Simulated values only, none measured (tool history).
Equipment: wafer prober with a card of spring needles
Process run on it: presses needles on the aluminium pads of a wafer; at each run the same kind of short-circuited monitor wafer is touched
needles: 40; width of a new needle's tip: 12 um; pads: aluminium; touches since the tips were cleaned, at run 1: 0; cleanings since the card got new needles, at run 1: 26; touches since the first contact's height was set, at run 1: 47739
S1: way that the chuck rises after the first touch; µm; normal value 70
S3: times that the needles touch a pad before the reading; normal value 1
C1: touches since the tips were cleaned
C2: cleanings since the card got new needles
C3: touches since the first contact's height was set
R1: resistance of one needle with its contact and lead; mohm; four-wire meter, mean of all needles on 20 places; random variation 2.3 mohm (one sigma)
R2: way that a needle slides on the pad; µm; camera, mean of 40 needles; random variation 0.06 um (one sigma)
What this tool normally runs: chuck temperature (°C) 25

{"run": 1, "hour": 0.0, "S1": 70, "chuck temperature (°C)": 25, "S3": 1, "C1": 0, "C2": 26, "C3": 47739, "R1": 265, "R2": 9.94}
{"hour": 4.1, "done": "tips cleaned on abrasive film"}
{"hour": 8.1, "done": "tips cleaned on abrasive film"}
{"hour": 11.4, "done": "tips cleaned on abrasive film"}
{"run": 2, "hour": 13.6, "S1": 70, "chuck temperature (°C)": 37, "S3": 1, "C1": 1060, "C2": 29, "C3": 54144, "R1": 295, "R2": 9.83}
{"hour": 15.3, "done": "tips cleaned on abrasive film"}
{"hour": 19.3, "done": "tips cleaned on abrasive film"}
{"hour": 23.4, "done": "tips cleaned on abrasive film"}
{"hour": 27.4, "done": "tips cleaned on abrasive film"}
{"hour": 30.7, "done": "tips cleaned on abrasive film"}
{"hour": 34.7, "done": "tips cleaned on abrasive film"}
{"run": 3, "hour": 34.7, "S1": 70, "chuck temperature (°C)": 37, "S3": 1, "C1": 0, "C2": 35, "C3": 64058, "R1": 268, "R2": 9.83}
{"hour": 38.0, "done": "tips cleaned on abrasive film"}
{"hour": 42.1, "done": "tips cleaned on abrasive film"}
{"hour": 45.3, "done": "tips cleaned on abrasive film"}
{"hour": 49.4, "done": "tips cleaned on abrasive film"}
{"hour": 53.4, "done": "tips cleaned on abrasive film"}
{"run": 4, "hour": 54.6, "S1": 70, "chuck temperature (°C)": 37, "S3": 2, "C1": 565, "C2": 40, "C3": 73405, "R1": 282, "R2": 9.81}
{"hour": 57.1, "done": "tips cleaned on abrasive film"}
{"hour": 60.4, "done": "tips cleaned on abrasive film"}
{"hour": 64.4, "done": "tips cleaned on abrasive film"}
{"run": 5, "hour": 67.0, "S1": 70, "chuck temperature (°C)": 37, "S3": 2, "C1": 1244, "C2": 43, "C3": 79231, "R1": 295, "R2": 9.69}
{"hour": 67.9, "done": "tips cleaned on abrasive film"}
{"hour": 71.9, "done": "tips cleaned on abrasive film"}
{"hour": 75.2, "done": "tips cleaned on abrasive film"}
{"hour": 79.3, "done": "tips cleaned on abrasive film"}
{"hour": 83.3, "done": "tips cleaned on abrasive film"}
{"hour": 86.6, "done": "tips cleaned on abrasive film"}
{"run": 6, "hour": 89.5, "S1": 70, "chuck temperature (°C)": 37, "S3": 2, "C1": 1392, "C2": 49, "C3": 89789, "R1": 293, "R2": 9.62}
{"hour": 90.4, "done": "tips cleaned on abrasive film"}
{"hour": 93.6, "done": "tips cleaned on abrasive film"}
{"hour": 97.7, "done": "tips cleaned on abrasive film"}
{"hour": 101.7, "done": "tips cleaned on abrasive film"}
{"hour": 105.8, "done": "tips cleaned on abrasive film"}
{"run": 7, "hour": 105.9, "S1": 70, "chuck temperature (°C)": 37, "S3": 2, "C1": 35, "C2": 54, "C3": 97459, "R1": 265, "R2": 9.54}
{"hour": 109.1, "done": "tips cleaned on abrasive film"}
{"hour": 112.4, "done": "tips cleaned on abrasive film"}
{"hour": 116.5, "done": "tips cleaned on abrasive film"}
{"hour": 119.7, "done": "tips cleaned on abrasive film"}
{"hour": 123.8, "done": "tips cleaned on abrasive film"}
{"hour": 127.1, "done": "tips cleaned on abrasive film"}
{"run": 8, "hour": 127.3, "S1": 70, "chuck temperature (°C)": 37, "S3": 2, "C1": 120, "C2": 60, "C3": 107506, "R1": 268, "R2": 9.49}
{"hour": 130.6, "done": "tips cleaned on abrasive film"}
{"hour": 134.6, "done": "tips cleaned on abrasive film"}
{"hour": 138.7, "done": "tips cleaned on abrasive film"}
{"run": 9, "hour": 140.7, "S1": 70, "chuck temperature (°C)": 51, "S3": 1, "C1": 981, "C2": 63, "C3": 113830, "R1": 317, "R2": 9.57}
{"hour": 142.4, "done": "tips cleaned on abrasive film"}
{"hour": 146.5, "done": "tips cleaned on abrasive film"}
{"hour": 150.5, "done": "tips cleaned on abrasive film"}
{"run": 10, "hour": 152.7, "S1": 70, "chuck temperature (°C)": 51, "S3": 1, "C1": 1044, "C2": 66, "C3": 119455, "R1": 327, "R2": 9.5}
{"hour": 154.4, "done": "tips cleaned on abrasive film"}
{"hour": 157.6, "done": "tips cleaned on abrasive film"}
{"hour": 161.7, "done": "tips cleaned on abrasive film"}
{"hour": 165.7, "done": "tips cleaned on abrasive film"}
{"hour": 169.8, "done": "tips cleaned on abrasive film"}
{"hour": 173.1, "done": "tips cleaned on abrasive film"}
{"hour": 177.1, "done": "tips cleaned on abrasive film"}
{"run": 11, "hour": 177.1, "S1": 70, "chuck temperature (°C)": 51, "S3": 1, "C1": 0, "C2": 73, "C3": 130896, "R1": 271, "R2": 9.4}
{"hour": 181.2, "done": "tips cleaned on abrasive film"}
{"hour": 184.4, "done": "tips cleaned on abrasive film"}
{"hour": 188.5, "done": "tips cleaned on abrasive film"}
{"run": 12, "hour": 189.1, "S1": 70, "chuck temperature (°C)": 51, "S3": 1, "C1": 302, "C2": 76, "C3": 136542, "R1": 290, "R2": 9.27}
{"hour": 192.4, "done": "tips cleaned on abrasive film"}
{"hour": 195.6, "done": "tips cleaned on abrasive film"}
{"hour": 199.7, "done": "tips cleaned on abrasive film"}
{"hour": 203.7, "done": "tips cleaned on abrasive film"}
{"hour": 207.0, "done": "tips cleaned on abrasive film"}
{"hour": 211.1, "done": "tips cleaned on abrasive film"}
{"hour": 215.1, "done": "tips cleaned on abrasive film"}
{"run": 13, "hour": 215.7, "S1": 70, "chuck temperature (°C)": 63, "S3": 1, "C1": 280, "C2": 83, "C3": 149039, "R1": 295, "R2": 9.2}
{"hour": 219.0, "done": "tips cleaned on abrasive film"}
{"hour": 223.0, "done": "tips cleaned on abrasive film"}
{"hour": 227.1, "done": "tips cleaned on abrasive film"}
{"hour": 231.1, "done": "tips cleaned on abrasive film"}
{"run": 14, "hour": 232.1, "S1": 53, "chuck temperature (°C)": 30, "S3": 1, "C1": 442, "C2": 87, "C3": 156735, "R1": 328, "R2": 6.77}
{"hour": 234.5, "done": "tips cleaned on abrasive film"}
{"hour": 238.6, "done": "tips cleaned on abrasive film"}
{"hour": 242.7, "done": "tips cleaned on abrasive film"}
{"hour": 245.9, "done": "tips cleaned on abrasive film"}
{"run": 15, "hour": 248.4, "S1": 53, "chuck temperature (°C)": 30, "S3": 1, "C1": 1215, "C2": 91, "C3": 164442, "R1": 376, "R2": 6.77}
{"hour": 249.3, "done": "tips cleaned on abrasive film"}
{"hour": 253.4, "done": "tips cleaned on abrasive film"}
{"hour": 256.7, "done": "tips cleaned on abrasive film"}
{"run": 16, "hour": 259.7, "S1": 67, "chuck temperature (°C)": 37, "S3": 1, "C1": 1473, "C2": 94, "C3": 169737, "R1": 349, "R2": 8.72}
{"hour": 260.6, "done": "tips cleaned on abrasive film"}
{"hour": 264.7, "done": "tips cleaned on abrasive film"}
{"hour": 267.9, "done": "tips cleaned on abrasive film"}
{"hour": 272.0, "done": "tips cleaned on abrasive film"}
{"hour": 276.1, "done": "tips cleaned on abrasive film"}
{"hour": 280.1, "done": "tips cleaned on abrasive film"}
{"hour": 284.2, "done": "tips cleaned on abrasive film"}
{"run": 17, "hour": 284.2, "S1": 67, "chuck temperature (°C)": 37, "S3": 1, "C1": 14, "C2": 101, "C3": 181206, "R1": 276, "R2": 8.64}
{"hour": 287.5, "done": "tips cleaned on abrasive film"}
{"hour": 291.5, "done": "tips cleaned on abrasive film"}
{"hour": 295.6, "done": "tips cleaned on abrasive film"}
{"hour": 295.9, "done": "height of the first contact set anew"}
{"hour": 299.9, "done": "tips cleaned on abrasive film"}
{"run": 18, "hour": 300.9, "S1": 67, "chuck temperature (°C)": 37, "S3": 1, "C1": 471, "C2": 105, "C3": 2380, "R1": 289, "R2": 9.87}
{"hour": 303.4, "done": "tips cleaned on abrasive film"}
{"hour": 307.5, "done": "tips cleaned on abrasive film"}
{"hour": 311.5, "done": "tips cleaned on abrasive film"}
{"hour": 315.6, "done": "tips cleaned on abrasive film"}
{"hour": 319.0, "done": "tips cleaned on abrasive film"}
{"run": 19, "hour": 319.0, "S1": 67, "chuck temperature (°C)": 37, "S3": 1, "C1": 0, "C2": 110, "C3": 10843, "R1": 267, "R2": 9.82}
{"hour": 323.0, "done": "tips cleaned on abrasive film"}
{"hour": 327.1, "done": "tips cleaned on abrasive film"}
{"hour": 331.1, "done": "tips cleaned on abrasive film"}
{"run": 20, "hour": 331.1, "S1": 59, "chuck temperature (°C)": 37, "S3": 2, "C1": 0, "C2": 113, "C3": 16551, "R1": 265, "R2": 8.61}
{"hour": 334.4, "done": "tips cleaned on abrasive film"}
{"hour": 338.4, "done": "tips cleaned on abrasive film"}
{"hour": 342.5, "done": "tips cleaned on abrasive film"}
{"run": 21, "hour": 343.2, "S1": 59, "chuck temperature (°C)": 37, "S3": 2, "C1": 361, "C2": 116, "C3": 22258, "R1": 281, "R2": 8.48}
{"hour": 346.5, "done": "tips cleaned on abrasive film"}
{"hour": 350.5, "done": "tips cleaned on abrasive film"}
{"hour": 354.2, "done": "tips cleaned on abrasive film"}
{"run": 22, "hour": 354.2, "S1": 59, "chuck temperature (°C)": 37, "S3": 2, "C1": 0, "C2": 119, "C3": 27403, "R1": 267, "R2": 8.43}
{"hour": 358.2, "done": "tips cleaned on abrasive film"}
{"hour": 362.3, "done": "tips cleaned on abrasive film"}
{"hour": 366.4, "done": "tips cleaned on abrasive film"}
{"run": 23, "hour": 367.4, "S1": 70, "chuck temperature (°C)": 120, "S3": 1, "C1": 489, "C2": 122, "C3": 33619, "R1": 310, "R2": 10.09}
{"hour": 369.8, "done": "tips cleaned on abrasive film"}
{"hour": 373.9, "done": "tips cleaned on abrasive film"}
{"hour": 378.0, "done": "tips cleaned on abrasive film"}
{"hour": 382.0, "done": "tips cleaned on abrasive film"}
{"hour": 385.3, "done": "tips cleaned on abrasive film"}
{"run": 24, "hour": 388.4, "S1": 70, "chuck temperature (°C)": 26, "S3": 1, "C1": 1511, "C2": 127, "C3": 43529, "R1": 338, "R2": 10.13}
{"hour": 389.3, "done": "tips cleaned on abrasive film"}
{"hour": 392.6, "done": "tips cleaned on abrasive film"}
{"hour": 395.8, "done": "tips cleaned on abrasive film"}
{"hour": 399.9, "done": "tips cleaned on abrasive film"}
{"hour": 403.7, "done": "tips cleaned on abrasive film"}
{"run": 25, "hour": 403.7, "S1": 54, "chuck temperature (°C)": 91, "S3": 1, "C1": 0, "C2": 132, "C3": 50669, "R1": 299, "R2": 7.57}

5 options for the next run, each taken on its own from the tool as it stands now. Forecast them:
{"hour": 407.8, "done": "tips cleaned on abrasive film"}
{"hour": 411.8, "done": "tips cleaned on abrasive film"}
{"hour": 415.5, "done": "tips cleaned on abrasive film"}
{"run": "A", "hour": 415.5, "S1": 55, "chuck temperature (°C)": 31, "S3": 1, "C1": 0, "C2": 135, "C3": 56201, "R1": "?", "R2": "?"}
{"hour": 407.8, "done": "tips cleaned on abrasive film"}
{"hour": 411.8, "done": "tips cleaned on abrasive film"}
{"hour": 415.5, "done": "tips cleaned on abrasive film"}
{"run": "B", "hour": 415.5, "S1": 77, "chuck temperature (°C)": 107, "S3": 1, "C1": 0, "C2": 135, "C3": 56201, "R1": "?", "R2": "?"}
{"hour": 407.8, "done": "tips cleaned on abrasive film"}
{"hour": 411.8, "done": "tips cleaned on abrasive film"}
{"hour": 415.5, "done": "tips cleaned on abrasive film"}
{"run": "C", "hour": 415.5, "S1": 70, "chuck temperature (°C)": 25, "S3": 2, "C1": 0, "C2": 135, "C3": 56201, "R1": "?", "R2": "?"}
{"hour": 407.8, "done": "tips cleaned on abrasive film"}
{"hour": 411.8, "done": "tips cleaned on abrasive film"}
{"hour": 415.5, "done": "tips cleaned on abrasive film"}
{"run": "D", "hour": 415.5, "S1": 54, "chuck temperature (°C)": 91, "S3": 3, "C1": 0, "C2": 135, "C3": 56201, "R1": "?", "R2": "?"}
{"hour": 407.8, "done": "tips cleaned on abrasive film"}
{"hour": 411.8, "done": "tips cleaned on abrasive film"}
{"hour": 415.5, "done": "tips cleaned on abrasive film"}
{"run": "E", "hour": 415.5, "S1": 82, "chuck temperature (°C)": 91, "S3": 1, "C1": 0, "C2": 135, "C3": 56201, "R1": "?", "R2": "?"}

run=A R1=275 R2=7.76
run=B R1=282 R2=10.94
run=C R1=265 R2=9.91
run=D R1=289 R2=7.52
run=E R1=278 R2=11.69
With the hidden condition removed and each run's random variation left untouched, the same runs would have given:
run=A R1=260 R2=8.14
run=B R1=273 R2=11.32
run=C R1=257 R2=10.3
run=D R1=279 R2=7.91
run=E R1=270 R2=12.07
